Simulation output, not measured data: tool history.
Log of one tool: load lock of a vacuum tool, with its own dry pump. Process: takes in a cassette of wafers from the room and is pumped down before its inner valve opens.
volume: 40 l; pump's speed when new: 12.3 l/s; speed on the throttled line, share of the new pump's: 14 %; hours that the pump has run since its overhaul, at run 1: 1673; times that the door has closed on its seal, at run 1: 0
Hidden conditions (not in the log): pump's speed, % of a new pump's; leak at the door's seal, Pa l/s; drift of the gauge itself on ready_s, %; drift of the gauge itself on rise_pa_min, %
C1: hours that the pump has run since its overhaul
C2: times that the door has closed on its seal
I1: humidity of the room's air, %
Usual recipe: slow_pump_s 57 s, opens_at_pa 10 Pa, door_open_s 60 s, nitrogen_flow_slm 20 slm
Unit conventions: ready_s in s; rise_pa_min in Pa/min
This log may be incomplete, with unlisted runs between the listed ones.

run 1 day=0.000 | slow_pump_s=57 opens_at_pa=10 door_open_s=60 nitrogen_flow_slm=20 | C1=1673 C2=0 | I1=44.6 | ready_s=80.0 rise_pa_min=0.023
run 2 day=6.283 | slow_pump_s=74 opens_at_pa=10 door_open_s=60 nitrogen_flow_slm=20 | C1=1824 C2=706 | I1=45.2 | ready_s=95.9 rise_pa_min=0.026
run 3 day=10.733 | slow_pump_s=74 opens_at_pa=10 door_open_s=60 nitrogen_flow_slm=20 | C1=1931 C2=1206 | I1=40.0 | ready_s=95.0 rise_pa_min=0.027
run 4 day=18.496 | slow_pump_s=57 opens_at_pa=10 door_open_s=43 nitrogen_flow_slm=20 | C1=2117 C2=2079 | I1=46.3 | ready_s=80.4 rise_pa_min=0.032
run 5 day=23.200 | slow_pump_s=57 opens_at_pa=10 door_open_s=43 nitrogen_flow_slm=20 | C1=2230 C2=2608 | I1=43.9 | ready_s=81.3 rise_pa_min=0.034
run 6 day=29.642 | slow_pump_s=34 opens_at_pa=10 door_open_s=60 nitrogen_flow_slm=20 | C1=2385 C2=3333 | I1=43.9 | ready_s=61.0 rise_pa_min=0.035
run 7 day=35.750 | slow_pump_s=34 opens_at_pa=10 door_open_s=60 nitrogen_flow_slm=20 | C1=2531 C2=4019 | I1=44.7 | ready_s=61.8 rise_pa_min=0.039
run 8 day=41.262 | slow_pump_s=34 opens_at_pa=10 door_open_s=60 nitrogen_flow_slm=20 | C1=2664 C2=4639 | I1=43.0 | ready_s=61.7 rise_pa_min=0.046
run 9 day=49.788 | slow_pump_s=34 opens_at_pa=10 door_open_s=60 nitrogen_flow_slm=20 | C1=2868 C2=5597 | I1=40.8 | ready_s=62.0 rise_pa_min=0.051
run 10 day=57.217 | slow_pump_s=34 opens_at_pa=10 door_open_s=60 nitrogen_flow_slm=20 | C1=3046 C2=6433 | I1=44.7 | ready_s=61.6 rise_pa_min=0.066
run 11 day=61.121 | slow_pump_s=34 opens_at_pa=10 door_open_s=60 nitrogen_flow_slm=20 | C1=3140 C2=6872 | I1=47.4 | ready_s=61.7 rise_pa_min=0.066
run 12 day=67.558 | slow_pump_s=36 opens_at_pa=10 door_open_s=60 nitrogen_flow_slm=20 | C1=3295 C2=7595 | I1=44.6 | ready_s=63.6 rise_pa_min=0.069
run 13 day=72.754 | slow_pump_s=36 opens_at_pa=10 door_open_s=60 nitrogen_flow_slm=20 | C1=3419 C2=8179 | I1=49.0 | ready_s=63.8 rise_pa_min=0.081
run 14 day=77.162 | slow_pump_s=57 opens_at_pa=10 door_open_s=60 nitrogen_flow_slm=11 | C1=3525 C2=8675 | I1=44.7 | ready_s=82.3 rise_pa_min=0.090
run 15 day=83.012 | slow_pump_s=57 opens_at_pa=7 door_open_s=67 nitrogen_flow_slm=11 | C1=3665 C2=9333 | I1=49.0 | ready_s=83.3 rise_pa_min=0.101
run 16 day=87.538 | slow_pump_s=57 opens_at_pa=7 door_open_s=67 nitrogen_flow_slm=11 | C1=3774 C2=9842 | I1=41.5 | ready_s=83.6 rise_pa_min=0.098
run 17 day=95.867 | slow_pump_s=57 opens_at_pa=7 door_open_s=67 nitrogen_flow_slm=11 | C1=3974 C2=10778 | I1=45.7 | ready_s=83.5 rise_pa_min=0.117
run 18 day=100.771 | slow_pump_s=57 opens_at_pa=7 door_open_s=67 nitrogen_flow_slm=11 | C1=4092 C2=11329 | I1=45.7 | ready_s=84.2 rise_pa_min=0.121
run 19 day=108.504 | slow_pump_s=66 opens_at_pa=10 door_open_s=60 nitrogen_flow_slm=20 | C1=4277 C2=12199 | I1=46.8 | ready_s=89.9 rise_pa_min=0.116
run 20 day=113.154 | slow_pump_s=65 opens_at_pa=13 door_open_s=108 nitrogen_flow_slm=20 | C1=4389 C2=12722 | I1=43.4 | ready_s=89.3 rise_pa_min=0.128
run 21 day=118.638 | slow_pump_s=105 opens_at_pa=19 door_open_s=102 nitrogen_flow_slm=20 | C1=4521 C2=13338 | I1=46.3 | ready_s=120.7 rise_pa_min=0.134
run 22 day=123.679 | slow_pump_s=105 opens_at_pa=19 door_open_s=102 nitrogen_flow_slm=20 | C1=4641 C2=13905 | I1=43.4 | ready_s=118.7 rise_pa_min=0.137
run 23 day=129.212 | slow_pump_s=57 opens_at_pa=10 door_open_s=102 nitrogen_flow_slm=20 | C1=4774 C2=14527 | I1=45.0 | ready_s=82.2 rise_pa_min=0.152
run 24 day=137.879 | slow_pump_s=57 opens_at_pa=12 door_open_s=28 nitrogen_flow_slm=20 | C1=4982 C2=15501 | I1=45.9 | ready_s=81.5 rise_pa_min=0.154
run 25 day=146.658 | slow_pump_s=57 opens_at_pa=12 door_open_s=28 nitrogen_flow_slm=20 | C1=5193 C2=16488 | I1=46.0 | ready_s=82.1 rise_pa_min=0.169
run 26 day=152.288 | slow_pump_s=63 opens_at_pa=10 door_open_s=60 nitrogen_flow_slm=9 | C1=5328 C2=17121 | I1=45.0 | ready_s=88.8 rise_pa_min=0.194

Forecast each of these 4 alternatives for the next run:
run A day=157.279 | slow_pump_s=57 opens_at_pa=12 door_open_s=65 nitrogen_flow_slm=8 | C1=5448 C2=17682 | I1=43.3 | ready_s=? rise_pa_min=?
run B day=157.279 | slow_pump_s=63 opens_at_pa=11 door_open_s=60 nitrogen_flow_slm=25 | C1=5448 C2=17682 | I1=44.3 | ready_s=? rise_pa_min=?
run C day=157.279 | slow_pump_s=63 opens_at_pa=8 door_open_s=28 nitrogen_flow_slm=9 | C1=5448 C2=17682 | I1=45.5 | ready_s=? rise_pa_min=?
run D day=157.279 | slow_pump_s=57 opens_at_pa=10 door_open_s=48 nitrogen_flow_slm=26 | C1=5448 C2=17682 | I1=44.7 | ready_s=? rise_pa_min=?

run=A ready_s=82.0 rise_pa_min=0.207
run=B ready_s=87.3 rise_pa_min=0.183
run=C ready_s=89.6 rise_pa_min=0.191
run=D ready_s=83.4 rise_pa_min=0.190
Without the tool's unlogged condition, the same runs would have read:
run=A ready_s=78.1 rise_pa_min=0.035
run=B ready_s=83.5 rise_pa_min=0.012
run=C ready_s=85.5 rise_pa_min=0.022
run=D ready_s=79.3 rise_pa_min=0.018

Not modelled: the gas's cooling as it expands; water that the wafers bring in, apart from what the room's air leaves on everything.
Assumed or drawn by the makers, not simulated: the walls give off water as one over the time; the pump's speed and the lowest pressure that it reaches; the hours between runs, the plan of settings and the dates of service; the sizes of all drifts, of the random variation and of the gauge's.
